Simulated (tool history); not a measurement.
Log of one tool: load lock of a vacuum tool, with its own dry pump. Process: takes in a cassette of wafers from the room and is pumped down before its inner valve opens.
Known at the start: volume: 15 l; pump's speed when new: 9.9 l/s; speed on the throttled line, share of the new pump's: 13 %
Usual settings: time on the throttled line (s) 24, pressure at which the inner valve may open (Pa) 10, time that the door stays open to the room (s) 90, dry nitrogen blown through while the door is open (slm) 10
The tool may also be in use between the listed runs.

run,hour,time on the throttled line (s),pressure at which the inner valve may open (Pa),time that the door stays open to the room (s),dry nitrogen blown through while the door is open (slm),"incoming humidity of the room's air, %",time from the closed door until the inner valve may open (s),rise of the pressure with all valves shut (Pa/min)
1,0.0,24,10,90,10,48.4,34.8,0.112
2,206.8,24,16,90,10,43.2,34.1,0.099
3,314.8,24,10,90,10,41.1,35.3,0.095
4,474.2,24,10,90,10,45.3,35.4,0.103
5,655.9,24,10,90,10,41.6,34.9,0.100
6,888.8,24,10,90,10,50.0,35.0,0.114
7,1044.2,24,10,90,10,47.2,34.5,0.110
8,1151.5,24,10,90,10,45.6,35.4,0.109
9,1299.1,24,10,90,10,47.3,35.0,0.105
10,1557.1,24,10,90,10,48.6,34.6,0.114
11,1697.9,24,10,90,10,42.2,35.3,0.099
12,1960.2,24,10,90,10,46.3,34.6,0.109
13,2072.9,24,10,90,10,45.6,35.1,0.103
14,2304.4,24,10,90,10,43.2,35.2,0.096
15,2440.0,24,10,92,10,47.8,34.5,0.114
16,2675.5,24,10,92,10,46.5,34.5,0.110
17,2802.5,24,10,92,10,41.4,35.0,0.102
18,2912.9,24,10,92,4,46.7,34.7,0.129
19,3167.0,24,10,92,4,45.9,34.6,0.125
20,3348.2,24,10,92,4,43.7,34.8,0.127
21,3508.9,13,10,92,4,41.9,25.2,0.115
22,3630.3,12,10,92,17,44.9,25.0,0.089
23,3817.8,46,11,92,17,43.9,54.3,0.086
24,4006.1,14,11,96,17,44.8,26.5,0.093
25,4224.7,14,11,96,17,42.8,26.0,0.080
26,4432.8,14,11,34,7,45.1,26.3,0.077
27,4657.1,14,20,34,18,45.1,25.3,0.062
28,4848.3,14,20,34,18,42.5,24.6,0.056
29,5041.8,18,10,84,12,48.1,29.6,0.106
30,5193.2,30,10,84,41,42.3,40.1,0.058
31,5415.3,14,13,29,9,44.7,26.4,0.068
32,5656.5,14,13,29,9,47.6,25.9,0.076
33,5816.5,24,10,90,6,47.0,34.5,0.122

Forecast each of these 3 alternatives for the next run:
A,6015.8,24,10,29,10,47.0,?,?
B,6015.8,23,10,63,6,43.2,?,?
C,6015.8,14,10,234,25,46.6,?,?

run,time from the closed door until the inner valve may open (s),rise of the pressure with all valves shut (Pa/min)
A,34.8,0.067
B,34.5,0.095
C,26.1,0.108
Without the tool's hidden state the same runs would have given:
run,time from the closed door until the inner valve may open (s),rise of the pressure with all valves shut (Pa/min)
A,34.8,0.066
B,34.5,0.095
C,26.1,0.108

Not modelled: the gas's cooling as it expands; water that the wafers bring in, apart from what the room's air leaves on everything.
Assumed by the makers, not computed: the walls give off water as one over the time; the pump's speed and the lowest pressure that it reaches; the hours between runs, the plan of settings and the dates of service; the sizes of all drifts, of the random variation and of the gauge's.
